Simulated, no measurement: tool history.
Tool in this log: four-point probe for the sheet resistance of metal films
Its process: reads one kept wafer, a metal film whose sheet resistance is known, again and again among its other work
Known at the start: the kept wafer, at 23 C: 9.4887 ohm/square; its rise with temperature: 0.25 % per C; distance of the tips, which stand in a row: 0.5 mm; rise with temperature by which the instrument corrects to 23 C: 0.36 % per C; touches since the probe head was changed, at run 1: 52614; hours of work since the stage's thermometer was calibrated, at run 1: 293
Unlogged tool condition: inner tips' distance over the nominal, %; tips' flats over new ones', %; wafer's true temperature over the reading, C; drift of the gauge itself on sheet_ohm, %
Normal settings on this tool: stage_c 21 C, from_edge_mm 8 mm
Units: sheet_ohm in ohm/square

run	hour	stage_c	from_edge_mm	touches since the probe head was changed	hours of work since the stage's thermometer was calibrated	sheet_ohm
1	0.0	21	8	52614	293	9.543429
2	77.4	21	8	53850	338	9.540562
3	180.4	35	8	55493	397	9.394633
4	255.4	35	8	56689	441	9.394623
5	309.4	35	8	57550	472	9.395271
6	374.3	35	8	58587	509	9.395573
7	435.8	35	47	59568	545	9.374528
# hour 443.7: stage's thermometer calibrated
8	497.9	21	8	60551	31	9.535178
# hour 597.3: stage's thermometer calibrated, once more
9	597.3	21	8	62129	0	9.539729
10	683.7	21	8	63508	50	9.539245
11	759.2	21	8	64713	93	9.540957
12	811.1	21	8	65541	123	9.539867
13	889.6	21	8	66792	169	9.538384
14	944.4	21	8	67667	200	9.539511
15	988.9	25	5	68377	226	9.527546
16	1089.5	25	5	69982	284	9.525224
17	1163.6	26	25	71165	327	9.466283
18	1248.4	26	25	72518	376	9.468128
19	1314.2	26	25	73567	414	9.465997
20	1390.4	23	4	74784	458	9.569983
21	1432.5	26	69	75456	482	9.467653
22	1523.0	26	69	76899	534	9.459856
23	1582.9	26	69	77856	569	9.459153
24	1639.6	26	69	78760	601	9.459490
25	1720.2	26	69	80047	648	9.462660

A few steps of sheet_ohm between consecutive runs. Split each: what settings, incoming material and random variation would produce without the hidden state, and what is left over for the hidden state, along with gauge scatter present in only one of the two compared results (measured, and without hidden state):
Run 2 -> 3: stage_c 21 -> 35. sheet_ohm -0.145929 ohm/square: hidden state -0.000813, all else -0.145116.
Run 7 -> 8: stage_c 35 -> 21, from_edge_mm 47 -> 8, stage's thermometer calibrated. sheet_ohm +0.160650 ohm/square: hidden state -0.001913, all else +0.162563.
Run 8 -> 9: stage's thermometer calibrated, once more. sheet_ohm +0.004551 ohm/square: hidden state +0.005368, all else -0.000817.
